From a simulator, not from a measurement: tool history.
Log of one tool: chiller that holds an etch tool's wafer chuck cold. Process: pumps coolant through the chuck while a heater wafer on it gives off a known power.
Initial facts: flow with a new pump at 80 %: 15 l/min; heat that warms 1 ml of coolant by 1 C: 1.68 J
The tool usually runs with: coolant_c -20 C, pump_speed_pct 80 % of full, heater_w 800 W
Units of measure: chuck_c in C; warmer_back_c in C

{"run": 1, "day": 0.0, "coolant_c": -20, "pump_speed_pct": 80, "heater_w": 800, "chuck_c": -11.3, "warmer_back_c": 1.96}
{"run": 2, "day": 3.017, "coolant_c": -20, "pump_speed_pct": 80, "heater_w": 800, "chuck_c": -11.2, "warmer_back_c": 1.9}
{"run": 3, "day": 5.542, "coolant_c": -20, "pump_speed_pct": 80, "heater_w": 800, "chuck_c": -11.4, "warmer_back_c": 1.94}
{"run": 4, "day": 7.892, "coolant_c": -20, "pump_speed_pct": 80, "heater_w": 800, "chuck_c": -11.1, "warmer_back_c": 1.95}
{"run": 5, "day": 10.412, "coolant_c": -20, "pump_speed_pct": 80, "heater_w": 800, "chuck_c": -11.0, "warmer_back_c": 1.92}
{"run": 6, "day": 14.083, "coolant_c": -20, "pump_speed_pct": 80, "heater_w": 650, "chuck_c": -12.8, "warmer_back_c": 1.59}
{"run": 7, "day": 17.062, "coolant_c": -20, "pump_speed_pct": 80, "heater_w": 800, "chuck_c": -12.6, "warmer_back_c": 1.93}
{"run": 8, "day": 18.688, "coolant_c": -20, "pump_speed_pct": 80, "heater_w": 800, "chuck_c": -12.8, "warmer_back_c": 1.9}
{"run": 9, "day": 21.308, "coolant_c": -20, "pump_speed_pct": 80, "heater_w": 800, "chuck_c": -12.8, "warmer_back_c": 1.98}
{"run": 10, "day": 25.088, "coolant_c": -20, "pump_speed_pct": 80, "heater_w": 800, "chuck_c": -12.5, "warmer_back_c": 1.94}
{"run": 11, "day": 28.467, "coolant_c": -20, "pump_speed_pct": 87, "heater_w": 800, "chuck_c": -12.8, "warmer_back_c": 1.79}
{"run": 12, "day": 31.496, "coolant_c": -20, "pump_speed_pct": 87, "heater_w": 800, "chuck_c": -13.0, "warmer_back_c": 1.79}
{"run": 13, "day": 33.879, "coolant_c": -20, "pump_speed_pct": 80, "heater_w": 800, "chuck_c": -12.7, "warmer_back_c": 1.95}
{"run": 14, "day": 37.075, "coolant_c": -20, "pump_speed_pct": 80, "heater_w": 800, "chuck_c": -12.3, "warmer_back_c": 1.97}
{"run": 15, "day": 40.388, "coolant_c": -20, "pump_speed_pct": 80, "heater_w": 800, "chuck_c": -12.4, "warmer_back_c": 1.98}
{"run": 16, "day": 42.679, "coolant_c": -20, "pump_speed_pct": 80, "heater_w": 800, "chuck_c": -12.3, "warmer_back_c": 1.99}
{"run": 17, "day": 45.183, "coolant_c": -20, "pump_speed_pct": 80, "heater_w": 800, "chuck_c": -12.6, "warmer_back_c": 1.96}
{"run": 18, "day": 46.912, "coolant_c": -20, "pump_speed_pct": 90, "heater_w": 800, "chuck_c": -13.1, "warmer_back_c": 1.73}
{"run": 19, "day": 49.504, "coolant_c": -20, "pump_speed_pct": 74, "heater_w": 800, "chuck_c": -11.4, "warmer_back_c": 2.11}
{"run": 20, "day": 51.688, "coolant_c": -20, "pump_speed_pct": 66, "heater_w": 800, "chuck_c": -10.8, "warmer_back_c": 2.38}
{"run": 21, "day": 54.212, "coolant_c": -20, "pump_speed_pct": 66, "heater_w": 800, "chuck_c": -10.7, "warmer_back_c": 2.41}
{"run": 22, "day": 57.817, "coolant_c": -20, "pump_speed_pct": 80, "heater_w": 887, "chuck_c": -11.2, "warmer_back_c": 2.23}
{"run": 23, "day": 60.367, "coolant_c": -20, "pump_speed_pct": 80, "heater_w": 887, "chuck_c": -10.9, "warmer_back_c": 2.24}
{"run": 24, "day": 62.383, "coolant_c": -12, "pump_speed_pct": 80, "heater_w": 747, "chuck_c": -4.6, "warmer_back_c": 1.87}
{"run": 25, "day": 64.367, "coolant_c": -12, "pump_speed_pct": 72, "heater_w": 610, "chuck_c": -5.2, "warmer_back_c": 1.74}
{"run": 26, "day": 68.167, "coolant_c": -14, "pump_speed_pct": 65, "heater_w": 610, "chuck_c": -6.8, "warmer_back_c": 1.87}
{"run": 27, "day": 70.767, "coolant_c": -19, "pump_speed_pct": 65, "heater_w": 657, "chuck_c": -11.0, "warmer_back_c": 1.95}
{"run": 28, "day": 73.875, "coolant_c": -19, "pump_speed_pct": 65, "heater_w": 657, "chuck_c": -10.9, "warmer_back_c": 2.02}
{"run": 29, "day": 77.508, "coolant_c": -20, "pump_speed_pct": 80, "heater_w": 851, "chuck_c": -11.3, "warmer_back_c": 2.08}
{"run": 30, "day": 81.117, "coolant_c": -20, "pump_speed_pct": 80, "heater_w": 851, "chuck_c": -11.1, "warmer_back_c": 2.17}
{"run": 31, "day": 84.754, "coolant_c": -12, "pump_speed_pct": 70, "heater_w": 966, "chuck_c": -0.7, "warmer_back_c": 2.73}
{"run": 32, "day": 87.488, "coolant_c": -13, "pump_speed_pct": 80, "heater_w": 447, "chuck_c": -8.4, "warmer_back_c": 1.1}

Missing from the log above: 3 entries noted between runs. For each, name the pair of listed runs it sits between and say how the tool's hidden condition differs from the listed run just before to the listed run just after:
From run 6 to run 7: coolant changed, channels flushed (day 15.742)
  heat passed by the chuck's channels, % of clean ones': 81.3 -> 99.5; flow at a given pump speed, % of a new pump's: 98.6 -> 98.4; coolant's true temperature over the reading, C: -0.1 -> -0.11
  what was measured, less what the result would be without the hidden state, chuck_c: +1.2 -> +0.0 C; warmer_back_c: +0.02 -> +0.03 C
From run 12 to run 13: chiller's thermometer calibrated (day 31.821)
  heat passed by the chuck's channels, % of clean ones': 97.6 -> 97.3; flow at a given pump speed, % of a new pump's: 97.6 -> 97.4; coolant's true temperature over the reading, C: -0.14 -> -0.23
  what was measured, less what the result would be without the hidden state, chuck_c: +0.1 -> +0.1 C; warmer_back_c: +0.04 -> +0.05 C
From run 18 to run 19: chiller's thermometer calibrated, once more (day 47.200)
  heat passed by the chuck's channels, % of clean ones': 95.7 -> 95.4; flow at a given pump speed, % of a new pump's: 96.7 -> 96.5; coolant's true temperature over the reading, C: -0.26 -> 0.05
  what was measured, less what the result would be without the hidden state, chuck_c: +0.2 -> +0.6 C; warmer_back_c: +0.06 -> +0.07 C
